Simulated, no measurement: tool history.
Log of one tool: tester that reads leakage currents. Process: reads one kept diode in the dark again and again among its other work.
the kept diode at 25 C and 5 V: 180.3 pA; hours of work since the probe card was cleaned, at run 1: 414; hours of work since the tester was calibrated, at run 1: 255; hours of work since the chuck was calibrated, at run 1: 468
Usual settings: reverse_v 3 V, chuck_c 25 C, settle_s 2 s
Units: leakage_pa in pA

run,hour,reverse_v,chuck_c,settle_s,hours of work since the probe card was cleaned,hours of work since the tester was calibrated,hours of work since the chuck was calibrated,leakage_pa
1,0,3,25,2,414,255,468,142.98
2,20.7,3,26,2,431,271,484,154.38
3,39.9,3,26,2,446,286,499,154.06
4,57.6,3,26,2,460,300,514,155.08
5,73.5,3,26,2.38,473,313,526,154.99
6,93.9,3,26,2.38,489,329,542,154.44
7,129.2,3,26,2.38,517,357,570,155.23
8,148.3,3,25,2,532,372,585,143.28
9,171.5,3,25,2,550,391,604,143.27
10,200.2,3,25,2,573,413,627,143.92
# hour 205.6: probe card cleaned and baked
11,221.7,3,25,2,13,428,641,145.41
12,250.4,3,25,2,36,451,664,143.88
13,272.5,3,25,2,53,468,682,144.73
14,302.7,18.98,25,0.45,77,492,706,384.2
# hour 330.3: probe card cleaned and baked, once more
15,331.4,6.82,37,2,1,513,726,516.78
16,355.5,18.68,31,0.44,20,532,745,559.23
17,371.7,1.54,56,1.43,33,545,758,898.32
18,394.2,1.19,50,1.77,51,563,776,531.56
19,423.2,1.19,50,1.77,74,586,799,533.24

Run 20 comes next. What will it give?
20,459.6,4.38,52,3.24,103,614,828,?

leakage_pa: 1163.18 pA
Without the tool's hidden state the same run would have given leakage_pa 1155.31 pA.
